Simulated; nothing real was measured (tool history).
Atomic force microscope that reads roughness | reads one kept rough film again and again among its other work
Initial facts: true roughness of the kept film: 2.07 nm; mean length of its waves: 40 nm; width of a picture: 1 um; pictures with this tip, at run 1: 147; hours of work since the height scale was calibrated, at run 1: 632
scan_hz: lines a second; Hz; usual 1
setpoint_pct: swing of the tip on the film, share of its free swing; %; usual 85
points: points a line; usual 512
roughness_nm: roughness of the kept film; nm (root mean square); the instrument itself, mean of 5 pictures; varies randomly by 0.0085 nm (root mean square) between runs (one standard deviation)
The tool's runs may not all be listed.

run	hour	scan_hz	setpoint_pct	points	pictures with this tip	hours of work since the height scale was calibrated	roughness_nm
1	0	1	85	512	147	632	1.719
2	18	1	85	512	180	644	1.711
3	47	0.85	85	512	233	663	1.67
# hour 71: new tip fitted
4	71.3	0.85	85	512	1	679	1.881
5	98.8	0.85	85	512	51	697	1.83
6	119.3	0.85	85	512	88	710	1.796
7	148.5	0.85	85	512	142	729	1.76
8	171.7	0.85	85	512	184	745	1.718
9	184.4	1	64	512	207	753	1.749
10	207.3	1	64	512	249	768	1.708
# hour 221.8: new tip fitted
11	229.2	1	64	512	14	782	1.912
12	257.4	2.54	85	512	65	801	1.7
13	285.5	2.54	85	898	117	819	1.672
14	311.6	1.43	61	371	164	836	1.78
15	342.2	0.86	62	949	220	857	1.743

Run 16, settings as shown, results not yet in. Your forecast:
# hour 373.4: new tip fitted
16	374.1	0.86	62	949	1	877	?

roughness_nm: 1.924 nm (root mean square)
Minus the tool's unlogged condition, the same run would have read roughness_nm 1.951 nm (root mean square).
